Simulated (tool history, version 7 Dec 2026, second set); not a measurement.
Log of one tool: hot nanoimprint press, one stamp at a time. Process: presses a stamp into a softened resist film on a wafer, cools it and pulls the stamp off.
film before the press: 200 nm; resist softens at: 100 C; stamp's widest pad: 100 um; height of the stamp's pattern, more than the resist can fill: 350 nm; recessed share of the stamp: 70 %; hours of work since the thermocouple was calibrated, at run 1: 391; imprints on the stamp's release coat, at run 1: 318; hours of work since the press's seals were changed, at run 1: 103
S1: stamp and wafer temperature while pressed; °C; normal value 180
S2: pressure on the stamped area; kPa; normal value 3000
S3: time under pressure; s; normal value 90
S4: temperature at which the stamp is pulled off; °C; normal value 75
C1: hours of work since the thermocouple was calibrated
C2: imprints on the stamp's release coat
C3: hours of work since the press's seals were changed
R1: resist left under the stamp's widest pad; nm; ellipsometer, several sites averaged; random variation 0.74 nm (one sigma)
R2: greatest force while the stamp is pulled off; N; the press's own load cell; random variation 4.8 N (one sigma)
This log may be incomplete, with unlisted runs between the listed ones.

Run 1, hour 0: usual settings; C1 391; C2 318; C3 103. Result: R1 87.7 nm, R2 247 N.
Run 2, hour 10.9: usual settings; C1 398; C2 364; C3 111. Result: R1 86.1 nm, R2 253 N.
Run 3, hour 19.9: usual settings; C1 405; C2 401; C3 118. Result: R1 88.2 nm, R2 247 N.
Run 4, hour 25.6: usual settings but S4 60 °C; C1 409; C2 425; C3 122. Result: R1 86.7 nm, R2 305 N.
Run 5, hour 32.5: usual settings but S4 60 °C; C1 414; C2 454; C3 127. Result: R1 87.3 nm, R2 316 N.
Run 6, hour 43.4: usual settings but S4 60 °C; C1 422; C2 499; C3 135. Result: R1 86.6 nm, R2 317 N.
Run 7, hour 54.4: usual settings but S4 60 °C; C1 430; C2 545; C3 142. Result: R1 87.3 nm, R2 312 N.
At hour 61.9: stamp cleaned and given a new release coat.
Run 8, hour 65.2: usual settings; C1 433; C2 14; C3 146. Result: R1 86.9 nm, R2 232 N.
Run 9, hour 70.7: usual settings; C1 437; C2 37; C3 150. Result: R1 87.2 nm, R2 225 N.
Run 10, hour 76.4: usual settings; C1 441; C2 61; C3 154. Result: R1 86.7 nm, R2 234 N.
Run 11, hour 87.7: usual settings; C1 449; C2 107; C3 162. Result: R1 87.7 nm, R2 237 N.
Run 12, hour 95.7: usual settings; C1 455; C2 141; C3 168. Result: R1 86.4 nm, R2 240 N.
Run 13, hour 106.9: usual settings; C1 463; C2 187; C3 176. Result: R1 87.5 nm, R2 246 N.
Run 14, hour 114.8: usual settings but S1 170 °C; C1 469; C2 220; C3 182. Result: R1 117.1 nm, R2 244 N.
Run 15, hour 122.4: usual settings but S1 170 °C; C1 474; C2 252; C3 187. Result: R1 116.6 nm, R2 244 N.
Run 16, hour 127.4: usual settings but S1 189 °C, S3 113 s, S4 62 °C; C1 478; C2 273; C3 191. Result: R1 60.4 nm, R2 276 N.
Run 17, hour 134.4: usual settings but S1 176 °C, S3 113 s, S4 69 °C; C1 483; C2 302; C3 196. Result: R1 88.9 nm, R2 267 N.
Run 18, hour 142.7: usual settings but S1 189 °C, S2 2260 kPa; C1 489; C2 337; C3 202. Result: R1 76.2 nm, R2 244 N.
Run 19, hour 148.9: usual settings but S1 189 °C, S2 2260 kPa; C1 494; C2 362; C3 206. Result: R1 75.5 nm, R2 257 N.
Run 20, hour 159.1: usual settings but S1 189 °C, S2 2260 kPa, S3 166 s; C1 501; C2 405; C3 214. Result: R1 57.5 nm, R2 255 N.
Run 21, hour 164.2: usual settings but S1 189 °C, S2 2260 kPa, S3 166 s; C1 505; C2 426; C3 217. Result: R1 58.4 nm, R2 253 N.

For run 22, what comes out?
Run 22, hour 175.5: usual settings but S1 189 °C, S2 2260 kPa, S3 166 s, S4 60 °C; C1 513; C2 473; C3 225. Result: R1 ?, R2 ?.

{"run 22": {"R1": 59.4, "R2": 315}}
Had the tool carried no hidden state, the very same run would have given R1 63.3 nm, R2 287 N.
